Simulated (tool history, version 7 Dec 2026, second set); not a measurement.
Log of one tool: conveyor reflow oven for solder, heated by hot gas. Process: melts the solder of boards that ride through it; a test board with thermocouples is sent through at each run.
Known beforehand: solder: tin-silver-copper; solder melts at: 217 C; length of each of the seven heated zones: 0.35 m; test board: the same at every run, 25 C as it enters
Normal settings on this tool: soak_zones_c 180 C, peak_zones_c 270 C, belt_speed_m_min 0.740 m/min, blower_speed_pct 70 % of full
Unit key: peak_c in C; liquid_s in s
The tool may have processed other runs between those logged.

run   hour  soak_zones_c  peak_zones_c  belt_speed_m_min  blower_speed_pct  peak_c  liquid_s
  1    0.0           180           270             0.740                70   257.6      47.3
  2   17.9           180           270             0.740                70   258.5      46.9
  3   28.5           180           270             0.740                70   258.3      47.4
  4   40.9           180           270             0.740                70   258.3      47.4
  5   55.4           180           270             0.740                70   258.1      47.0
  6   65.9           180           270             0.740                70   258.3      47.1
  7   81.4           180           270             0.740                70   258.5      47.1
  8   90.2           180           270             0.740                70   258.2      47.1
  9  100.2           165           270             0.740                70   255.2      42.1
 10  113.4           165           270             0.740                70   255.2      41.9
 11  127.2           165           270             0.740                70   255.6      42.0
 12  144.4           165           270             0.740                70   254.7      42.1
 13  153.6           165           270             0.740                70   255.0      41.8
 14  164.4           165           280             0.740                70   263.8      46.2
 15  182.0           180           270             0.740                70   261.5      48.9
 16  195.6           172           278             0.593                62   271.2      64.2
 17  206.1           172           278             0.593                53   271.0      63.0
 18  220.5           172           278             0.593                53   270.7      63.4
 19  237.3           172           267             0.593                51   260.4      58.5
 20  249.1           180           270             0.651                70   264.4      56.8
 21  257.2           181           270             0.858                70   256.4      39.8
 22  275.7           183           270             0.858                65   256.5      40.4
 23  292.5           189           283             0.685                87   277.3      60.7
 24  306.7           184           270             0.740                70   261.3      49.8
 25  316.6           184           270             0.740                70   260.5      50.0
 26  328.3           184           270             0.740                70   261.4      49.5
 27  346.1           180           270             0.855                82   258.4      40.5
 28  360.0           180           270             0.679                70   263.1      53.9
 29  370.8           180           270             0.679                70   263.4      53.6
 30  381.7           180           264             0.740                63   254.3      45.6

Put back what was entered between runs (1 entry, withheld): which listed runs does each sit between, and how does the hidden state differ from the listed run before to the listed run after?
Runs 14 to 15: flux residue cleaned out of gas plates and filters (hour 172.0)
  heat that the gas passes to the board, % of a clean oven's: 85.5 -> 99.8; belt's true speed, % of the reading: 99.74 -> 99.73; true gas temperature in zones 6 and 7 over the reading, C: 2.22 -> 2.23
  measured less the result without the state, peak_c: -1.7 -> +2.0 C; liquid_s: -1.0 -> +0.9 s
